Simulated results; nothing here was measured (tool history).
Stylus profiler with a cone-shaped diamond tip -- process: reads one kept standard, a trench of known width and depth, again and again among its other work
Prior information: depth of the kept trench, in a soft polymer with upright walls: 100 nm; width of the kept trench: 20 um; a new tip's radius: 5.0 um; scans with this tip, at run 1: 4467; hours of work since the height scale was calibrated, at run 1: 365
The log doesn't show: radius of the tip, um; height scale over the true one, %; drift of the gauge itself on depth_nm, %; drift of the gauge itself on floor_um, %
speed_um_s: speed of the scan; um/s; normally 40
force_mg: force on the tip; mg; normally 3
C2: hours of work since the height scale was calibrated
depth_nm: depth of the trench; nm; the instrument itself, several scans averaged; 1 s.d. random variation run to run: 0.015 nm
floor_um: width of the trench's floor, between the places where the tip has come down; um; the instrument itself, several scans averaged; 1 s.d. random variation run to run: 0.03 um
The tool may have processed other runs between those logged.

{"run": 1, "hour": 0.0, "speed_um_s": 40, "force_mg": 3, "scans with this tip": 4467, "C2": 365, "depth_nm": 101.04, "floor_um": 17.64}
{"run": 2, "hour": 10.2, "speed_um_s": 40, "force_mg": 3, "scans with this tip": 4561, "C2": 373, "depth_nm": 101.06, "floor_um": 17.67}
{"run": 3, "hour": 18.9, "speed_um_s": 40, "force_mg": 3, "scans with this tip": 4641, "C2": 380, "depth_nm": 101.03, "floor_um": 17.62}
{"run": 4, "hour": 30.9, "speed_um_s": 40, "force_mg": 3, "scans with this tip": 4752, "C2": 389, "depth_nm": 101.06, "floor_um": 17.66}
{"run": 5, "hour": 43.4, "speed_um_s": 13, "force_mg": 3, "scans with this tip": 4867, "C2": 398, "depth_nm": 101.03, "floor_um": 17.74}
{"run": 6, "hour": 56.8, "speed_um_s": 13, "force_mg": 3, "scans with this tip": 4990, "C2": 408, "depth_nm": 101.04, "floor_um": 17.73}
{"run": 7, "hour": 68.1, "speed_um_s": 13, "force_mg": 3, "scans with this tip": 5095, "C2": 417, "depth_nm": 101.02, "floor_um": 17.72}
{"run": 8, "hour": 80.6, "speed_um_s": 40, "force_mg": 3, "scans with this tip": 5210, "C2": 426, "depth_nm": 101.05, "floor_um": 17.62}
{"run": 9, "hour": 95.3, "speed_um_s": 40, "force_mg": 3, "scans with this tip": 5345, "C2": 437, "depth_nm": 101.07, "floor_um": 17.63}
{"hour": 97.4, "done": "height scale calibrated on a step standard"}
{"run": 10, "hour": 110.7, "speed_um_s": 40, "force_mg": 3, "scans with this tip": 5482, "C2": 10, "depth_nm": 101.08, "floor_um": 17.58}
{"run": 11, "hour": 119.8, "speed_um_s": 40, "force_mg": 3, "scans with this tip": 5566, "C2": 17, "depth_nm": 101.08, "floor_um": 17.61}
{"run": 12, "hour": 136.5, "speed_um_s": 40, "force_mg": 3, "scans with this tip": 5720, "C2": 29, "depth_nm": 101.12, "floor_um": 17.66}
{"run": 13, "hour": 147.7, "speed_um_s": 82, "force_mg": 3, "scans with this tip": 5823, "C2": 38, "depth_nm": 101.13, "floor_um": 17.47}
{"run": 14, "hour": 163.2, "speed_um_s": 82, "force_mg": 3, "scans with this tip": 5966, "C2": 50, "depth_nm": 101.1, "floor_um": 17.45}
{"run": 15, "hour": 174.7, "speed_um_s": 82, "force_mg": 3, "scans with this tip": 6071, "C2": 58, "depth_nm": 101.14, "floor_um": 17.39}
{"run": 16, "hour": 183.0, "speed_um_s": 82, "force_mg": 3, "scans with this tip": 6148, "C2": 64, "depth_nm": 101.14, "floor_um": 17.39}
{"hour": 186.8, "done": "height scale calibrated on a step standard, once more"}
{"run": 17, "hour": 197.2, "speed_um_s": 82, "force_mg": 3, "scans with this tip": 6274, "C2": 8, "depth_nm": 100.95, "floor_um": 17.45}
{"run": 18, "hour": 205.0, "speed_um_s": 82, "force_mg": 3, "scans with this tip": 6346, "C2": 14, "depth_nm": 100.91, "floor_um": 17.38}
{"run": 19, "hour": 215.4, "speed_um_s": 132, "force_mg": 3, "scans with this tip": 6442, "C2": 22, "depth_nm": 100.97, "floor_um": 17.18}
{"run": 20, "hour": 230.8, "speed_um_s": 40, "force_mg": 1.47, "scans with this tip": 6584, "C2": 33, "depth_nm": 100.59, "floor_um": 17.54}
{"run": 21, "hour": 245.2, "speed_um_s": 24, "force_mg": 1.47, "scans with this tip": 6716, "C2": 44, "depth_nm": 100.55, "floor_um": 17.6}
{"run": 22, "hour": 254.2, "speed_um_s": 24, "force_mg": 1.47, "scans with this tip": 6800, "C2": 51, "depth_nm": 100.58, "floor_um": 17.63}
{"run": 23, "hour": 265.2, "speed_um_s": 29, "force_mg": 6.86, "scans with this tip": 6901, "C2": 59, "depth_nm": 101.67, "floor_um": 17.68}
{"run": 24, "hour": 273.6, "speed_um_s": 29, "force_mg": 6.86, "scans with this tip": 6978, "C2": 65, "depth_nm": 101.67, "floor_um": 17.72}
{"run": 25, "hour": 288.4, "speed_um_s": 29, "force_mg": 6.86, "scans with this tip": 7115, "C2": 77, "depth_nm": 101.67, "floor_um": 17.67}
{"run": 26, "hour": 298.8, "speed_um_s": 55, "force_mg": 4.17, "scans with this tip": 7211, "C2": 84, "depth_nm": 101.22, "floor_um": 17.48}
{"run": 27, "hour": 306.7, "speed_um_s": 40, "force_mg": 3.49, "scans with this tip": 7283, "C2": 90, "depth_nm": 101.06, "floor_um": 17.61}
{"run": 28, "hour": 317.4, "speed_um_s": 21, "force_mg": 1.18, "scans with this tip": 7382, "C2": 98, "depth_nm": 100.53, "floor_um": 17.58}
{"run": 29, "hour": 332.7, "speed_um_s": 21, "force_mg": 1.18, "scans with this tip": 7523, "C2": 110, "depth_nm": 100.52, "floor_um": 17.61}
{"run": 30, "hour": 340.9, "speed_um_s": 72, "force_mg": 7.11, "scans with this tip": 7598, "C2": 116, "depth_nm": 101.72, "floor_um": 17.52}

Each row is a separate what-if for the run after 30, all from the same tool condition, not one after another. Results?
{"run": "A", "hour": 351.0, "speed_um_s": 12, "force_mg": 1.96, "scans with this tip": 7691, "C2": 124, "depth_nm": "?", "floor_um": "?"}
{"run": "B", "hour": 351.0, "speed_um_s": 159, "force_mg": 1.19, "scans with this tip": 7691, "C2": 124, "depth_nm": "?", "floor_um": "?"}
{"run": "C", "hour": 351.0, "speed_um_s": 53, "force_mg": 5.01, "scans with this tip": 7691, "C2": 124, "depth_nm": "?", "floor_um": "?"}
{"run": "D", "hour": 351.0, "speed_um_s": 14, "force_mg": 7.11, "scans with this tip": 7691, "C2": 124, "depth_nm": "?", "floor_um": "?"}

run=A depth_nm=100.71 floor_um=17.68
run=B depth_nm=100.54 floor_um=16.57
run=C depth_nm=101.35 floor_um=17.53
run=D depth_nm=101.72 floor_um=17.68
Without the tool's unlogged condition, the same runs would have read:
run=A depth_nm=100.72 floor_um=17.97
run=B depth_nm=100.55 floor_um=16.86
run=C depth_nm=101.35 floor_um=17.82
run=D depth_nm=101.72 floor_um=17.97
